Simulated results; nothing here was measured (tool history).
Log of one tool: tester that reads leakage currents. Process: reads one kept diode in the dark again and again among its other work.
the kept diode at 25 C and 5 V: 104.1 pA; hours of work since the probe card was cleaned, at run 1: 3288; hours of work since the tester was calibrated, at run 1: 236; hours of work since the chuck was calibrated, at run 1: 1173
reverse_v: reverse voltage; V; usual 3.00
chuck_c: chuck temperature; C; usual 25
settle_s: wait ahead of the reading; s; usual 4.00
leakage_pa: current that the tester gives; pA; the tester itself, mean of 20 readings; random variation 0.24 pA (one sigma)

| run | hour | reverse_v | chuck_c | settle_s | hours of work since the probe card was cleaned | hours of work since the tester was calibrated | hours of work since the chuck was calibrated | leakage_pa |
|---|---|---|---|---|---|---|---|---|
| 1 | 0.0 | 3.00 | 25 | 4.00 | 3288 | 236 | 1173 | 95.72 |
| 2 | 153.4 | 5.05 | 25 | 4.00 | 3402 | 350 | 1287 | 132.33 |
|  | 190.5 | chuck's temperature calibrated |
| 3 | 286.7 | 5.05 | 25 | 4.00 | 3500 | 448 | 72 | 117.35 |
| 4 | 411.9 | 5.34 | 25 | 4.00 | 3593 | 541 | 165 | 122.93 |
|  | 430.7 | probe card cleaned and baked |
| 5 | 533.4 | 3.00 | 25 | 1.53 | 76 | 629 | 253 | 81.55 |
| 6 | 723.4 | 3.00 | 25 | 4.00 | 218 | 771 | 394 | 82.02 |
| 7 | 825.1 | 3.00 | 25 | 4.00 | 293 | 846 | 470 | 83.60 |
| 8 | 1007.0 | 3.00 | 25 | 4.00 | 429 | 982 | 605 | 84.69 |
| 9 | 1178.6 | 3.00 | 25 | 4.00 | 556 | 1109 | 733 | 86.33 |
| 10 | 1318.2 | 2.02 | 25 | 4.00 | 660 | 1213 | 837 | 70.06 |
| 11 | 1421.0 | 3.00 | 25 | 4.00 | 737 | 1290 | 913 | 88.25 |
| 12 | 1625.7 | 3.00 | 25 | 4.00 | 889 | 1442 | 1066 | 90.42 |
| 13 | 1771.2 | 3.00 | 25 | 4.00 | 997 | 1550 | 1174 | 90.93 |
|  | 1961.7 | chuck's temperature calibrated |
| 14 | 1986.1 | 3.00 | 25 | 4.00 | 1156 | 1709 | 18 | 80.99 |
| 15 | 2113.7 | 3.00 | 25 | 4.00 | 1251 | 1804 | 113 | 81.97 |
| 16 | 2230.3 | 4.03 | 51 | 1.57 | 1338 | 1890 | 200 | 568.07 |
| 17 | 2374.5 | 4.14 | 46 | 1.57 | 1445 | 1998 | 307 | 425.36 |
| 18 | 2479.2 | 5.90 | 48 | 9.62 | 1523 | 2076 | 385 | 589.93 |
| 19 | 2646.0 | 5.90 | 33 | 0.40 | 1647 | 2200 | 509 | 227.97 |
| 20 | 2739.8 | 5.90 | 33 | 0.40 | 1717 | 2270 | 579 | 228.64 |
| 21 | 2903.5 | 3.27 | 56 | 0.59 | 1838 | 2391 | 701 | 727.51 |
| 22 | 3044.9 | 3.27 | 56 | 0.59 | 1944 | 2497 | 806 | 730.23 |
| 23 | 3231.4 | 3.27 | 56 | 0.59 | 2082 | 2635 | 945 | 742.80 |
| 24 | 3386.8 | 3.27 | 56 | 0.59 | 2198 | 2751 | 1060 | 750.69 |
| 25 | 3580.4 | 3.00 | 59 | 0.31 | 2342 | 2895 | 1204 | 870.55 |
|  | 3731.0 | chuck's temperature calibrated |
| 26 | 3731.0 | 5.27 | 36 | 0.31 | 2453 | 3006 | 0 | 256.18 |
| 27 | 3901.4 | 5.27 | 36 | 0.31 | 2580 | 3132 | 127 | 261.13 |
|  | 4104.5 | tester calibrated |
| 28 | 4109.5 | 1.13 | 29 | 4.18 | 2733 | 4 | 280 | 66.17 |
| 29 | 4283.9 | 3.00 | 21 | 4.00 | 2863 | 133 | 410 | 67.07 |
| 30 | 4395.7 | 2.68 | 55 | 3.54 | 2946 | 217 | 493 | 609.27 |

3 ways to go on from here, each from the tool as it stands after run 30. What would each give?
| A | 4591.5 | 2.68 | 49 | 1.36 | 3092 | 362 | 639 | ? |
| B | 4591.5 | 2.68 | 60 | 1.10 | 3092 | 362 | 639 | ? |
| C | 4591.5 | 2.54 | 54 | 4.00 | 3092 | 362 | 639 | ? |

| run | leakage_pa |
|---|---|
| A | 423.53 |
| B | 828.19 |
| C | 561.16 |
Without the tool's hidden state the same runs would have given:
| run | leakage_pa |
|---|---|
| A | 390.41 |
| B | 771.34 |
| C | 520.08 |

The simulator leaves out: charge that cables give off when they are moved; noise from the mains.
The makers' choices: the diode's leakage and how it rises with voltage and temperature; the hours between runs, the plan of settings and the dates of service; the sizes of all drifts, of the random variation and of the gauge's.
